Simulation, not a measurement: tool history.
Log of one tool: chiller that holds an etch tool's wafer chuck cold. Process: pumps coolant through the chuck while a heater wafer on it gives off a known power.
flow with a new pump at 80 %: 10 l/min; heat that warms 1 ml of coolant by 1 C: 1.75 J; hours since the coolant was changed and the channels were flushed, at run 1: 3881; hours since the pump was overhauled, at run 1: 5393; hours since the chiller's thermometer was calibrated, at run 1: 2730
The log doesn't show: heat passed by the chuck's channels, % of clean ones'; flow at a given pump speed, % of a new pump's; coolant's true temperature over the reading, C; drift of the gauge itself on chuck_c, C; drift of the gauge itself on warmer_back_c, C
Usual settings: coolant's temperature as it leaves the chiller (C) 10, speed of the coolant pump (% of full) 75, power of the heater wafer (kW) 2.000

run	hour	coolant's temperature as it leaves the chiller (C)	speed of the coolant pump (% of full)	power of the heater wafer (kW)	hours since the coolant was changed and the channels were flushed	hours since the pump was overhauled	hours since the chiller's thermometer was calibrated	chuck's temperature once it has settled (C)	how much warmer the coolant comes back (C)
1	0.0	10	75	2.000	3881	5393	2730	27.3	7.36
2	141.4	9	75	2.000	4022	5534	2871	26.3	7.33
3	288.8	9	75	2.000	4170	5682	3019	26.2	7.33
4	441.9	10	75	1.656	4323	5835	3172	24.4	6.05
5	543.6	10	75	1.656	4425	5937	3274	24.2	6.08
6	731.5	13	75	2.000	4613	6125	3462	30.1	7.33
7	846.1	13	75	2.000	4727	6239	3576	30.1	7.39
8	992.3	13	75	2.000	4873	6385	3722	30.2	7.35
9	1184.2	10	80	1.408	5065	6577	3914	21.2	4.78
10	1386.7	10	80	1.408	5268	6780	4117	21.4	4.77
11	1556.9	14	75	2.000	5438	6950	4287	31.1	7.28
12	1690.7	20	82	1.742	5572	7084	4421	33.7	5.74
13	1893.4	12	71	1.950	5774	7286	4623	29.6	7.64
14	2075.3	10	73	2.000	5956	7468	4805	27.6	7.51
15	2216.1	10	73	2.000	6097	7609	4946	27.6	7.48
16	2339.7	16	64	1.733	6221	7733	5070	33.3	7.52

3 ways to go on from here, each from the tool as it stands after run 16. What would each give?
A	2541.8	16	64	1.460	6423	7935	5272	?	?
B	2541.8	7	75	2.891	6423	7935	5272	?	?
C	2541.8	8	61	2.689	6423	7935	5272	?	?

run	chuck's temperature once it has settled (C)	how much warmer the coolant comes back (C)
A	30.6	6.31
B	31.7	10.55
C	36.0	12.33
Without the tool's hidden state the same runs would have given:
run	chuck's temperature once it has settled (C)	how much warmer the coolant comes back (C)
A	30.6	6.40
B	31.7	10.64
C	36.0	12.42
